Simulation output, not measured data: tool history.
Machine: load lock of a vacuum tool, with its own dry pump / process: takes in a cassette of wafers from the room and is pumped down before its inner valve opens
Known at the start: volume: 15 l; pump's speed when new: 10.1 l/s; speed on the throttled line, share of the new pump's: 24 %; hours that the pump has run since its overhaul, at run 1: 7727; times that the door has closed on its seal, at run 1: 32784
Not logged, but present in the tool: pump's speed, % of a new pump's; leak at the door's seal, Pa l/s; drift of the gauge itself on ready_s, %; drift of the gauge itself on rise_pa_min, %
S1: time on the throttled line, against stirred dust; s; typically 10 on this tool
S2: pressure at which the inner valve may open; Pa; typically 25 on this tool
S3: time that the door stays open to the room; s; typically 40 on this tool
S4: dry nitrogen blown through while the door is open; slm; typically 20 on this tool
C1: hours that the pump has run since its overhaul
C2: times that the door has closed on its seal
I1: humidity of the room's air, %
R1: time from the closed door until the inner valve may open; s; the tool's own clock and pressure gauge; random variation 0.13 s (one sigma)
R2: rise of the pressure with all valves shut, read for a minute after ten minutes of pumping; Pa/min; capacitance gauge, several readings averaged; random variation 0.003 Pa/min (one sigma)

| run | hour | S1 | S2 | S3 | S4 | C1 | C2 | I1 | R1 | R2 |
|---|---|---|---|---|---|---|---|---|---|---|
| 1 | 0 | 10 | 25 | 40 | 20 | 7727 | 32784 | 44.7 | 21 | 0.353 |
| 2 | 574.5 | 10 | 25 | 55 | 20 | 8302 | 35009 | 44.4 | 21.2 | 0.387 |
| 3 | 1080.9 | 10 | 25 | 55 | 20 | 8808 | 36970 | 45.7 | 21.4 | 0.412 |
| 4 | 1404.6 | 10 | 25 | 55 | 20 | 9132 | 38224 | 48 | 21.3 | 0.437 |
| 5 | 1787.5 | 10 | 25 | 55 | 20 | 9514 | 39706 | 49 | 21.1 | 0.461 |
| 6 | 2235.7 | 10 | 25 | 40 | 20 | 9963 | 41442 | 47.4 | 21.4 | 0.483 |
| 7 | 2591.7 | 10 | 25 | 40 | 20 | 10319 | 42821 | 43.5 | 21.5 | 0.508 |
| 8 | 2879.3 | 10 | 25 | 40 | 20 | 10606 | 43935 | 46 | 21.5 | 0.518 |
| 9 | 3370 | 10 | 25 | 40 | 20 | 11097 | 45835 | 44.3 | 21.4 | 0.562 |
| 10 | 3860.2 | 10 | 25 | 40 | 20 | 11587 | 47733 | 46.4 | 21.7 | 0.608 |
| 11 | 4509 | 10 | 25 | 40 | 20 | 12236 | 50246 | 45.3 | 21.8 | 0.642 |
|  | 4710.5 | door's seal changed, seat wiped |
| 12 | 4980.1 | 10 | 25 | 40 | 20 | 12706 | 1044 | 43.6 | 21.8 | 0.037 |
| 13 | 5625.3 | 10 | 25 | 40 | 20 | 13351 | 3543 | 41.4 | 21.9 | 0.039 |
| 14 | 6267 | 10 | 23 | 40 | 20 | 13992 | 6028 | 49.7 | 22.3 | 0.069 |
| 15 | 6624 | 10 | 23 | 40 | 20 | 14350 | 7410 | 41.7 | 22.2 | 0.072 |
| 16 | 6914.1 | 10 | 25 | 208 | 20 | 14640 | 8534 | 42.8 | 22 | 0.105 |
| 17 | 7302.5 | 10 | 25 | 208 | 20 | 15028 | 10038 | 43.7 | 22.4 | 0.114 |
| 18 | 7616.7 | 10 | 25 | 208 | 20 | 15342 | 11255 | 41.2 | 22.3 | 0.123 |
| 19 | 8182.6 | 10 | 25 | 208 | 20 | 15908 | 13446 | 44.1 | 22.5 | 0.138 |
| 20 | 8819.8 | 19 | 28 | 208 | 20 | 16545 | 15914 | 45.6 | 28.7 | 0.164 |
| 21 | 9217.6 | 19 | 28 | 208 | 20 | 16943 | 17455 | 47.5 | 28.6 | 0.186 |
| 22 | 9808.8 | 19 | 28 | 208 | 20 | 17534 | 19744 | 48.2 | 28.8 | 0.202 |
| 23 | 10085 | 10 | 35 | 40 | 20 | 17810 | 20814 | 39.5 | 21.8 | 0.181 |
| 24 | 10627.6 | 10 | 35 | 83 | 20 | 18353 | 22915 | 43 | 22.5 | 0.216 |
| 25 | 11253.2 | 10 | 35 | 83 | 20 | 18979 | 25338 | 48 | 22 | 0.248 |
| 26 | 11921.6 | 10 | 35 | 83 | 20 | 19647 | 27927 | 44.5 | 22.4 | 0.278 |
| 27 | 12355.2 | 10 | 35 | 83 | 20 | 20081 | 29606 | 44.9 | 22.6 | 0.31 |
|  | 12529.9 | dry pump taken out, an overhauled one fitted |
| 28 | 12888.2 | 10 | 35 | 83 | 20 | 358 | 31647 | 45.3 | 19.6 | 0.338 |
| 29 | 13432.2 | 10 | 35 | 83 | 20 | 902 | 33754 | 43 | 19.5 | 0.369 |
| 30 | 13810.7 | 10 | 35 | 83 | 20 | 1281 | 35220 | 45.4 | 19.5 | 0.386 |
| 31 | 14203.4 | 16 | 21 | 41 | 25 | 1674 | 36741 | 47.2 | 25.1 | 0.404 |
| 32 | 14629 | 13 | 21 | 41 | 16 | 2099 | 38389 | 46.6 | 22.9 | 0.438 |
| 33 | 14990.5 | 13 | 21 | 41 | 16 | 2461 | 39789 | 50.7 | 22.8 | 0.468 |
| 34 | 15659.2 | 10 | 18 | 40 | 14 | 3129 | 42379 | 49.2 | 20.7 | 0.505 |

Each row is a separate what-if for the run after 34, all from the same tool condition, not one after another. Results?
| A | 15932.2 | 18 | 46 | 40 | 14 | 3402 | 43436 | 41.4 | ? | ? |
| B | 15932.2 | 10 | 18 | 26 | 32 | 3402 | 43436 | 45.4 | ? | ? |
| C | 15932.2 | 5 | 18 | 40 | 14 | 3402 | 43436 | 44.1 | ? | ? |
| D | 15932.2 | 11 | 25 | 40 | 45 | 3402 | 43436 | 45 | ? | ? |
| E | 15932.2 | 10 | 25 | 200 | 13 | 3402 | 43436 | 43.7 | ? | ? |

| run | R1 | R2 |
|---|---|---|
| A | 25.4 | 0.528 |
| B | 20.7 | 0.513 |
| C | 17.3 | 0.52 |
| D | 21.3 | 0.515 |
| E | 20.3 | 0.543 |
Had the tool no hidden state, the same runs would have come out as:
| run | R1 | R2 |
|---|---|---|
| A | 25.1 | 0.034 |
| B | 20.3 | 0.024 |
| C | 16.7 | 0.036 |
| D | 20.8 | 0.023 |
| E | 19.9 | 0.056 |
